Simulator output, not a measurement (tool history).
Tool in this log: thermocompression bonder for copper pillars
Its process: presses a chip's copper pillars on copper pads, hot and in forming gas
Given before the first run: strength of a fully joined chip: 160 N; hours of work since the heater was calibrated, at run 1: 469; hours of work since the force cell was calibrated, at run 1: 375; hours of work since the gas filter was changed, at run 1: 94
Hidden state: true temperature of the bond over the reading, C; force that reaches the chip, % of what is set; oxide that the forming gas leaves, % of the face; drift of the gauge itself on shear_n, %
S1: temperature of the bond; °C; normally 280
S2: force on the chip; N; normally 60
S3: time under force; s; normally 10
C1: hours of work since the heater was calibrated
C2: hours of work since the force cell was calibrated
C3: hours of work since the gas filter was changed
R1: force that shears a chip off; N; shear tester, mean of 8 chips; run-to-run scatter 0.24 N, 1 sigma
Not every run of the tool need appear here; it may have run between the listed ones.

run	hour	S1	S2	S3	C1	C2	C3	R1
1	0	280	60	10	469	375	94	69.8
# hour 11.4: forming gas filter changed
2	35.7	310	60	10	495	401	18	90.8
3	56.6	310	60	10	510	416	33	90.6
4	76.2	291	60	10	524	430	47	77.9
5	91	291	60	10	535	441	58	78.1
6	125.3	291	60	10	560	466	83	78.1
# hour 151.7: forming gas filter changed
7	154.6	291	60	10	581	487	2	78.2
8	171.3	291	60	10	593	499	14	78.6
9	205	291	60	10	617	523	39	78.2
10	220.2	291	60	10	628	534	50	78.6
11	248.7	291	60	10	649	555	70	78.3
12	277.6	291	60	11	670	576	91	81
# hour 291.7: forming gas filter changed
13	305.2	291	60	11	690	596	10	81.2
14	321.1	291	60	11	701	607	21	81.1
15	355.5	291	60	11	726	632	46	81.1
16	380.9	280	60	10	744	651	65	71.2
17	412.8	280	60	10	768	674	88	71.2
# hour 432.4: forming gas filter changed
18	440.6	280	60	10	787	694	6	70.8
19	467.7	280	60	10	807	713	26	70.8
20	495.6	264	73	19	827	734	46	89.8
21	524.9	280	55	10	849	755	67	66
22	547.1	280	55	15	865	771	83	77.1
# hour 574.5: forming gas filter changed
23	581.4	280	55	15	889	795	5	77.5
# hour 601: gauge calibrated
24	601	266	58	5	903	810	19	44.3
25	620	266	58	5	917	823	33	44.5
26	646.6	266	58	5	936	843	52	44.3
27	672.1	280	86	15	955	861	71	104.9
28	692	280	86	15	969	876	85	105
# hour 715.2: forming gas filter changed
29	721.4	280	51	13	990	897	5	67.5
# hour 736: heater calibrated with a thermocouple chip
30	756.8	280	51	13	15	921	29	67.6
31	779	264	90	5	31	937	45	65.2
32	795.4	264	90	5	43	949	57	65.3
33	820	264	90	5	61	967	75	65.6
34	852.9	264	63	28	85	991	99	90.2

Difference, measured minus no-hidden-state, one row per run. Run-to-run variation is common to both terms; the gauge's own scatter need not be:
run	R1
1	+0
2	+0.2
3	+0.2
4	+0.3
5	+0.4
6	+0.4
7	+0.6
8	+0.6
9	+0.7
10	+0.7
11	+0.8
12	+0.9
13	+1
14	+1.1
15	+1.2
16	+1.1
17	+1.2
18	+1.3
19	+1.3
20	+1.8
21	+1.4
22	+1.7
23	+1.8
24	+0.1
25	+0.1
26	+0.2
27	+0.4
28	+0.5
29	+0.5
30	+0.3
31	+0.3
32	+0.3
33	+0.3
34	+0.6
